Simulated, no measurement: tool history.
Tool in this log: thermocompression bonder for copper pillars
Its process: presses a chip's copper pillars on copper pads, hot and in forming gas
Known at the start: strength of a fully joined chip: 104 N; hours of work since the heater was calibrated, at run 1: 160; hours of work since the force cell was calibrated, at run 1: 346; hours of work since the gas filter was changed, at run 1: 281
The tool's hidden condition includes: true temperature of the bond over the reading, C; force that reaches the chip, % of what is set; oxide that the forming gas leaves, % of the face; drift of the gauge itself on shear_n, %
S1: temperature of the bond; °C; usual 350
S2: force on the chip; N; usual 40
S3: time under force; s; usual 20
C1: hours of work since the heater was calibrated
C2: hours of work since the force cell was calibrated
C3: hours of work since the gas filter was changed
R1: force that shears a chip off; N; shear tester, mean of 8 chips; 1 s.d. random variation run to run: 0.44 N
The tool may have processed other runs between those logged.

run,hour,S1,S2,S3,C1,C2,C3,R1
1,0,350,40,20,160,346,281,70.9
# hour 4.7: forming gas filter changed
2,31.6,350,40,20,177,363,15,72.5
3,61,350,40,20,193,379,31,72.9
4,101.6,350,40,20,215,401,53,72.4
5,138.5,350,37,20,235,421,73,68.7
6,175.3,332,40,20,255,441,93,64.1
7,199,332,40,20,268,454,106,62.9
8,234.5,332,40,20,287,473,125,63.4
9,273.9,332,40,20,309,495,147,64.2
10,307,365,40,20,327,513,165,78.5
11,325.1,365,40,20,336,523,174,77.8
12,347.5,365,40,20,349,535,187,77.8
13,384,365,40,20,369,555,207,77
14,406.3,365,40,20,381,567,219,78.4
15,425,365,40,20,391,577,229,78.6
16,443.7,365,40,20,401,587,239,76.6
17,461.4,365,40,20,411,597,249,77.4
18,482.5,365,40,20,422,608,260,78
19,515.6,365,40,20,440,627,278,78
# hour 526.4: forming gas filter changed
20,546.4,365,40,20,457,643,11,79.8
21,577.2,365,40,20,473,660,28,79.4
22,603.4,365,40,20,488,674,42,79.8
23,623.5,365,40,20,499,685,53,80.4
# hour 628.7: force cell calibrated
24,659.2,365,40,20,517,17,71,81.5
25,685.7,336,40,37,532,31,86,79.7
# hour 705.1: force cell calibrated, once more
26,723.7,336,40,37,552,10,106,73.8
27,748.7,336,40,37,565,24,119,73
28,766.9,336,40,37,575,34,129,72.9
29,807.3,368,28,37,597,56,151,68.6
30,834.8,368,28,37,612,71,166,68.7
31,868,349,40,34,630,89,184,76.6
32,898.8,338,40,29,647,105,201,69.5
33,923.7,338,36,29,661,119,215,64.3
34,957.9,350,55,20,679,138,233,84.2

Run 35, settings as shown, results not yet in. Your forecast:
35,993.6,350,55,20,699,157,253,?

{"run 35": {"R1": 83.4}}
With the hidden condition absent and the run-to-run variation left alone, this run would have shown R1 86.4 N.
